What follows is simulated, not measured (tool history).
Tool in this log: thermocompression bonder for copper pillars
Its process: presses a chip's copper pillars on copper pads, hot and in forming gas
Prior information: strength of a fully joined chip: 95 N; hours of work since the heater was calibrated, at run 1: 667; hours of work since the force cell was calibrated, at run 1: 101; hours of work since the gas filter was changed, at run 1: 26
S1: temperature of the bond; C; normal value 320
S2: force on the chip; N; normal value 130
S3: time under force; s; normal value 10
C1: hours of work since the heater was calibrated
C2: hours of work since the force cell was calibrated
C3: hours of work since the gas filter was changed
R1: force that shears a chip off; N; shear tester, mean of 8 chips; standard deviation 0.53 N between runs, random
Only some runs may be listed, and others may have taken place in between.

run   hour   S1   S2  S3   C1   C2   C3    R1
  1      0  320  130  10  667  101   26  71.8
  2    8.1  320  130  10  671  106   31  73.3
  3   17.9  320  130  10  677  111   37  72.9
  4   24.7  320  130  10  681  115   40  73.5
  5     33  320  130  10  686  120   45  72.5
  6   42.1  330  130  10  691  125   50  77.9
  7   48.8  320  130   7  695  129   54  66.9
  8   59.2  320  130   7  700  135   60    67
  9   70.3  320  130   7  707  141   66    66
 10   78.4  320  130   7  711  145   71  66.4
 11   88.4  320  130   7  717  151   77  65.8
 12   96.8  320  130   7  722  156   81  66.3
 13  108.4  320  120   7  728  162   88    64
 14  117.9  296  130  10  734  168   93  58.1
 15  126.3  296  130  10  738  172   98  58.4
 16  135.7  296  130  10  744  178  103  58.3
 17  141.9  296  130  10  747  181  107  58.4
 18  149.5  296  130  10  751  186  111  58.8
 19  160.9  340  189  10  758  192  118    86
 20  172.1  334  182  10  764  198  124  84.5
 21  177.6  320  122  10  767  201  127  70.5
 22  182.3  325  111   7  770  204  130    64
 23  188.5  297  184   9  774  208  133  67.2
 24  194.8  297  125  12  777  211  137  60.9
 25  200.1  297  125  12  780  214  140    61
 26  209.7  318  108   8  786  220  145    62
 27  218.8  318  108   8  791  225  150  62.4
 28  227.3  318  108   8  795  230  155  61.5

The logged runs with the hidden state left out (each run's random variation unchanged):
Unlogged tool condition in this case: true temperature of the bond over the reading, C; force that reaches the chip, % of what is set; oxide that the forming gas leaves, % of the face; drift of the gauge itself on shear_n, %.
run    R1
  1  67.4
  2  68.9
  3  68.5
  4  69.1
  5  68.2
  6  74.3
  7  62.4
  8  62.5
  9  61.7
 10  62.1
 11  61.5
 12    62
 13  59.7
 14  53.3
 15  53.6
 16  53.5
 17  53.7
 18  53.9
 19  85.4
 20  83.3
 21  66.9
 22  60.2
 23    63
 24  56.4
 25  56.5
 26  58.1
 27  58.4
 28  57.6
